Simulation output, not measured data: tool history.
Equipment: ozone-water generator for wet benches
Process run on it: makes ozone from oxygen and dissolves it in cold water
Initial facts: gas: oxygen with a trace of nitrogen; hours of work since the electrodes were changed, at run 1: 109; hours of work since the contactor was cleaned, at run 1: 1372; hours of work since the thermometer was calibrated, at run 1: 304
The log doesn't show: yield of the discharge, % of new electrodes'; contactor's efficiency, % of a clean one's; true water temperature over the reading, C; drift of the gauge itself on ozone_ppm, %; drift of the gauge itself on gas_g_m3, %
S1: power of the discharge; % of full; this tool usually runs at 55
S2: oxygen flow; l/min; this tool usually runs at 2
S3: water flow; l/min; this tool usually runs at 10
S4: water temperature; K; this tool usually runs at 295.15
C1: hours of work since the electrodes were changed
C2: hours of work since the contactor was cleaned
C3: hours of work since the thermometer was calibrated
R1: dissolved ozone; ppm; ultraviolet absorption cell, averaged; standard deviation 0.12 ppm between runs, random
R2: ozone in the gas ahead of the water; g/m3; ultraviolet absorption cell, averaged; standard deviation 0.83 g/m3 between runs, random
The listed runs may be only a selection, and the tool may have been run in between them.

| run | day | S1 | S2 | S3 | S4 | C1 | C2 | C3 | R1 | R2 |
|---|---|---|---|---|---|---|---|---|---|---|
| 1 | 0 | 55 | 2 | 10 | 295.15 | 109 | 1372 | 304 | 10.6 | 132.5 |
| 2 | 2.633 | 82 | 2 | 10 | 295.15 | 170 | 1433 | 364 | 14.1 | 176.1 |
| 3 | 5.271 | 55 | 2 | 10 | 295.15 | 231 | 1494 | 426 | 10.9 | 132.8 |
| 4 | 7.025 | 55 | 1.14 | 10 | 295.15 | 272 | 1534 | 466 | 9 | 158.7 |
| 5 | 10.062 | 55 | 1.14 | 10 | 295.15 | 342 | 1605 | 536 | 8.8 | 158.4 |
| 6 | 12.521 | 55 | 1.14 | 10 | 295.15 | 399 | 1662 | 593 | 8.9 | 159.9 |
| 7 | 14.796 | 55 | 1.14 | 10 | 295.15 | 452 | 1714 | 646 | 8.8 | 159 |
| 8 | 16.308 | 55 | 2 | 10 | 295.15 | 487 | 1749 | 681 | 10.6 | 129.9 |
| 9 | 18.383 | 55 | 2 | 10 | 295.15 | 535 | 1797 | 729 | 10.5 | 132.7 |
| 10 | 20.771 | 55 | 2 | 10 | 295.15 | 590 | 1852 | 784 | 10.6 | 132 |
| 11 | 22.879 | 55 | 1.57 | 10 | 295.15 | 639 | 1901 | 833 | 9.7 | 143.3 |
| 12 | 25.654 | 66 | 2 | 10 | 295.15 | 703 | 1965 | 897 | 12.1 | 148.8 |
| 13 | 27.408 | 58 | 1.3 | 15 | 297.15 | 744 | 2006 | 938 | 6.2 | 158.1 |
| 14 | 30.404 | 58 | 1.3 | 15 | 297.15 | 813 | 2075 | 1007 | 6.2 | 155.8 |
| 15 | 31.962 | 58 | 1.3 | 15 | 297.15 | 849 | 2111 | 1043 | 6.1 | 156.6 |
| 16 | 33.475 | 96 | 2.36 | 10 | 295.15 | 884 | 2146 | 1078 | 15.9 | 181.9 |
| 17 | 34.867 | 96 | 2.36 | 10 | 295.15 | 916 | 2179 | 1110 | 15.9 | 179.6 |
| 18 | 36.646 | 55 | 2 | 10 | 289.15 | 957 | 2220 | 1152 | 11.3 | 129.8 |
| 19 | 37.958 | 69 | 1.6 | 10 | 303.15 | 988 | 2250 | 1182 | 10.4 | 164.4 |
| 20 | 40.746 | 55 | 1.02 | 10 | 295.15 | 1052 | 2315 | 1246 | 8.4 | 162.6 |
| 21 | 42.696 | 55 | 3.19 | 10 | 288.15 | 1097 | 2360 | 1291 | 12.7 | 111.6 |
| 22 | 45.404 | 64 | 2 | 10 | 295.15 | 1160 | 2422 | 1354 | 11.5 | 144.6 |

5 options for the next run, each taken on its own from the tool as it stands now. Forecast them:
| A | 47.042 | 43 | 2.63 | 10 | 299.15 | 1198 | 2460 | 1392 | ? | ? |
| B | 47.042 | 64 | 2 | 10 | 291.15 | 1198 | 2460 | 1392 | ? | ? |
| C | 47.042 | 55 | 1.75 | 16 | 295.15 | 1198 | 2460 | 1392 | ? | ? |
| D | 47.042 | 63 | 3.44 | 10 | 295.15 | 1198 | 2460 | 1392 | ? | ? |
| E | 47.042 | 64 | 3.08 | 14 | 303.15 | 1198 | 2460 | 1392 | ? | ? |

| run | R1 | R2 |
|---|---|---|
| A | 9 | 100.2 |
| B | 12.1 | 145.5 |
| C | 6.2 | 138.3 |
| D | 12.7 | 120.7 |
| E | 8.5 | 125.6 |
Take away the tool's hidden state, keep each run's random variation, and the runs would have read:
| run | R1 | R2 |
|---|---|---|
| A | 9.4 | 101.7 |
| B | 12.7 | 148.5 |
| C | 6.5 | 140.8 |
| D | 13.3 | 123.1 |
| E | 8.9 | 128.1 |
